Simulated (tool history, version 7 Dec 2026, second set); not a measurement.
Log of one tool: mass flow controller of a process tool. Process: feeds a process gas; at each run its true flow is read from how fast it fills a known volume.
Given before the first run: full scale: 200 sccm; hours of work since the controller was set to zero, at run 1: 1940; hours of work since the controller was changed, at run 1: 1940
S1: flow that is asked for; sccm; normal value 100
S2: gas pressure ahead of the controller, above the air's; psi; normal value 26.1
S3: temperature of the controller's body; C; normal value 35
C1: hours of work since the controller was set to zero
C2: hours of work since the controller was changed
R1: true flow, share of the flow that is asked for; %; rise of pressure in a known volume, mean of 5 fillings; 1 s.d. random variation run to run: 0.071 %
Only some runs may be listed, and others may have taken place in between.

{"run": 1, "hour": 0.0, "S1": 100, "S2": 26.1, "S3": 35, "C1": 1940, "C2": 1940, "R1": 100.92}
{"run": 2, "hour": 89.8, "S1": 29, "S2": 26.1, "S3": 35, "C1": 1996, "C2": 1996, "R1": 103.77}
{"run": 3, "hour": 153.0, "S1": 29, "S2": 26.1, "S3": 35, "C1": 2035, "C2": 2035, "R1": 103.76}
{"run": 4, "hour": 204.5, "S1": 100, "S2": 26.1, "S3": 26, "C1": 2067, "C2": 2067, "R1": 100.42}
{"run": 5, "hour": 283.1, "S1": 100, "S2": 26.1, "S3": 26, "C1": 2116, "C2": 2116, "R1": 100.36}
{"run": 6, "hour": 372.3, "S1": 100, "S2": 26.1, "S3": 26, "C1": 2171, "C2": 2171, "R1": 100.44}
{"run": 7, "hour": 459.2, "S1": 100, "S2": 32.9, "S3": 35, "C1": 2225, "C2": 2225, "R1": 101.24}
{"run": 8, "hour": 538.8, "S1": 100, "S2": 32.9, "S3": 35, "C1": 2275, "C2": 2275, "R1": 101.29}
{"run": 9, "hour": 610.0, "S1": 136, "S2": 32.9, "S3": 35, "C1": 2319, "C2": 2319, "R1": 100.92}
{"run": 10, "hour": 679.7, "S1": 100, "S2": 26.1, "S3": 35, "C1": 2362, "C2": 2362, "R1": 101.01}
{"run": 11, "hour": 748.5, "S1": 100, "S2": 26.1, "S3": 35, "C1": 2405, "C2": 2405, "R1": 101.11}
{"run": 12, "hour": 832.7, "S1": 100, "S2": 26.1, "S3": 35, "C1": 2457, "C2": 2457, "R1": 101.07}
{"run": 13, "hour": 924.8, "S1": 100, "S2": 34.1, "S3": 35, "C1": 2514, "C2": 2514, "R1": 101.33}
{"run": 14, "hour": 983.7, "S1": 100, "S2": 34.1, "S3": 35, "C1": 2551, "C2": 2551, "R1": 101.37}
{"run": 15, "hour": 1040.8, "S1": 100, "S2": 34.1, "S3": 35, "C1": 2587, "C2": 2587, "R1": 101.27}
{"run": 16, "hour": 1092.3, "S1": 100, "S2": 34.1, "S3": 35, "C1": 2619, "C2": 2619, "R1": 101.41}
{"run": 17, "hour": 1138.5, "S1": 100, "S2": 34.1, "S3": 35, "C1": 2647, "C2": 2647, "R1": 101.32}
{"run": 18, "hour": 1181.1, "S1": 176, "S2": 26.1, "S3": 35, "C1": 2674, "C2": 2674, "R1": 100.68}
{"run": 19, "hour": 1228.5, "S1": 100, "S2": 28.3, "S3": 35, "C1": 2703, "C2": 2703, "R1": 101.28}
{"run": 20, "hour": 1280.6, "S1": 100, "S2": 28.3, "S3": 35, "C1": 2736, "C2": 2736, "R1": 101.27}
{"run": 21, "hour": 1347.2, "S1": 100, "S2": 28.3, "S3": 35, "C1": 2777, "C2": 2777, "R1": 101.35}
{"run": 22, "hour": 1396.1, "S1": 100, "S2": 28.3, "S3": 35, "C1": 2807, "C2": 2807, "R1": 101.4}
{"run": 23, "hour": 1466.7, "S1": 100, "S2": 28.3, "S3": 35, "C1": 2851, "C2": 2851, "R1": 101.22}
{"run": 24, "hour": 1534.2, "S1": 100, "S2": 28.3, "S3": 35, "C1": 2893, "C2": 2893, "R1": 101.3}
{"run": 25, "hour": 1614.0, "S1": 100, "S2": 28.3, "S3": 35, "C1": 2943, "C2": 2943, "R1": 101.17}
{"run": 26, "hour": 1706.0, "S1": 68, "S2": 29.6, "S3": 40, "C1": 3000, "C2": 3000, "R1": 102.35}
{"run": 27, "hour": 1753.1, "S1": 68, "S2": 29.6, "S3": 40, "C1": 3029, "C2": 3029, "R1": 102.46}
{"run": 28, "hour": 1801.4, "S1": 102, "S2": 29.6, "S3": 22, "C1": 3059, "C2": 3059, "R1": 100.59}
{"run": 29, "hour": 1875.2, "S1": 96, "S2": 36.0, "S3": 40, "C1": 3105, "C2": 3105, "R1": 101.9}
{"run": 30, "hour": 1940.1, "S1": 96, "S2": 36.0, "S3": 40, "C1": 3145, "C2": 3145, "R1": 101.98}
{"run": 31, "hour": 2003.1, "S1": 38, "S2": 25.1, "S3": 27, "C1": 3185, "C2": 3185, "R1": 103.74}
{"run": 32, "hour": 2083.8, "S1": 50, "S2": 39.2, "S3": 31, "C1": 3235, "C2": 3235, "R1": 103.08}
{"run": 33, "hour": 2163.9, "S1": 116, "S2": 26.1, "S3": 26, "C1": 3285, "C2": 3285, "R1": 100.79}
{"run": 34, "hour": 2224.6, "S1": 170, "S2": 21.0, "S3": 34, "C1": 3322, "C2": 3322, "R1": 100.68}
{"run": 35, "hour": 2264.2, "S1": 170, "S2": 21.0, "S3": 34, "C1": 3347, "C2": 3347, "R1": 100.66}
{"run": 36, "hour": 2339.0, "S1": 170, "S2": 21.0, "S3": 34, "C1": 3393, "C2": 3393, "R1": 100.76}
{"run": 37, "hour": 2389.5, "S1": 103, "S2": 27.8, "S3": 35, "C1": 3425, "C2": 3425, "R1": 101.43}
{"run": 38, "hour": 2458.7, "S1": 65, "S2": 27.6, "S3": 21, "C1": 3468, "C2": 3468, "R1": 101.8}
{"run": 39, "hour": 2507.0, "S1": 181, "S2": 26.1, "S3": 23, "C1": 3498, "C2": 3498, "R1": 99.94}
{"run": 40, "hour": 2557.4, "S1": 181, "S2": 26.1, "S3": 23, "C1": 3529, "C2": 3529, "R1": 100.02}
{"run": 41, "hour": 2606.0, "S1": 29, "S2": 27.8, "S3": 35, "C1": 3559, "C2": 3559, "R1": 106.7}
{"run": 42, "hour": 2697.5, "S1": 183, "S2": 28.6, "S3": 22, "C1": 3616, "C2": 3616, "R1": 99.94}
{"run": 43, "hour": 2759.9, "S1": 64, "S2": 24.8, "S3": 35, "C1": 3655, "C2": 3655, "R1": 102.71}
{"run": 44, "hour": 2843.6, "S1": 64, "S2": 24.8, "S3": 35, "C1": 3707, "C2": 3707, "R1": 102.67}
{"run": 45, "hour": 2915.6, "S1": 47, "S2": 31.5, "S3": 32, "C1": 3752, "C2": 3752, "R1": 103.98}
{"run": 46, "hour": 3000.5, "S1": 47, "S2": 31.5, "S3": 32, "C1": 3804, "C2": 3804, "R1": 104.03}
{"run": 47, "hour": 3072.9, "S1": 47, "S2": 31.5, "S3": 32, "C1": 3849, "C2": 3849, "R1": 104.15}
{"run": 48, "hour": 3120.3, "S1": 30, "S2": 24.8, "S3": 21, "C1": 3879, "C2": 3879, "R1": 106.05}

Hidden state or all else? Some run-to-run changes of R1, split into what the settings, what came in and random variation would give without the hidden state, and what is left for the hidden state (with any gauge scatter that isn't in both results):
The tool's hidden condition here consists of: flow at rest that the sensor doesn't see, % of full scale; true flow over the shown one, %; drift of the gauge itself on true_pct, %.
Run 3 -> 4: S1 29 -> 100, S3 35 -> 26. R1 -3.34 %: hidden state -3.06, all else -0.28.
Run 30 -> 31: S1 96 -> 38, S2 36.0 -> 25.1, S3 40 -> 27. R1 +1.76 %: hidden state +3.09, all else -1.33.
Run 40 -> 41: S1 181 -> 29, S2 26.1 -> 27.8, S3 23 -> 35. R1 +6.68 %: hidden state +6.29, all else +0.39.
Run 41 -> 42: S1 29 -> 183, S2 27.8 -> 28.6, S3 35 -> 22. R1 -6.76 %: hidden state -6.29, all else -0.47.
